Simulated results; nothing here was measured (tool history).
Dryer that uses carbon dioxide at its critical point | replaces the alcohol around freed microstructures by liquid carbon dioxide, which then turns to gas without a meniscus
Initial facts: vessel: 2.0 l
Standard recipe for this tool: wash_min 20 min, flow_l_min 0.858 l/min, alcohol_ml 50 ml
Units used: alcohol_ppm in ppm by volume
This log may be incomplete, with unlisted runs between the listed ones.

run	hour	wash_min	flow_l_min	alcohol_ml	alcohol_ppm
1	0	20	0.858	50	63
2	22.4	20	0.574	50	224
3	70.7	20	0.574	50	243
4	93.6	20	0.574	50	245
5	143.1	20	0.574	50	267
6	192.8	20	0.574	50	288
7	232.2	20	0.858	50	87
8	270.4	20	0.858	50	92
9	300.6	20	0.858	50	94
10	344.1	20	0.858	50	111
11	375.3	21	0.858	50	104
# hour 399: inlet filter changed
12	405.7	20	0.858	50	99
13	443.4	20	0.858	50	100
14	480.1	20	0.858	48	96
15	524.8	20	0.858	48	108
# hour 542.1: purifier's bed changed
16	556.7	20	0.858	48	26
17	586.9	20	0.858	48	16
18	612	20	0.75	48	49
19	655.1	20	0.539	50	293
20	689.8	20	0.539	39	239
21	723	20	0.539	39	246
22	754.3	20	0.539	39	250
23	778	15	0.858	50	140
24	813.1	24	1.09	50	30
25	847.4	16	0.74	25	125
26	888.5	16	0.74	25	134
# hour 927.6: inlet filter changed
27	934.6	16	0.74	25	88
28	961.9	23	0.74	27	41
29	989.3	23	0.74	27	48
30	1022.1	14	0.858	24	105
31	1060.2	26	0.858	27	39
32	1099	17	1.196	65	51
33	1146.6	20	0.858	47	70
34	1178.1	17	0.858	31	82
35	1204.9	27	0.814	25	56
36	1235.1	27	0.814	25	63

Run 37 is up next; what results do you expect?
37	1277	20	0.776	72	?

Run 37 gave alcohol_ppm 116 ppm by volume.
Had the tool carried no hidden state, the very same run would have given alcohol_ppm 32 ppm by volume.
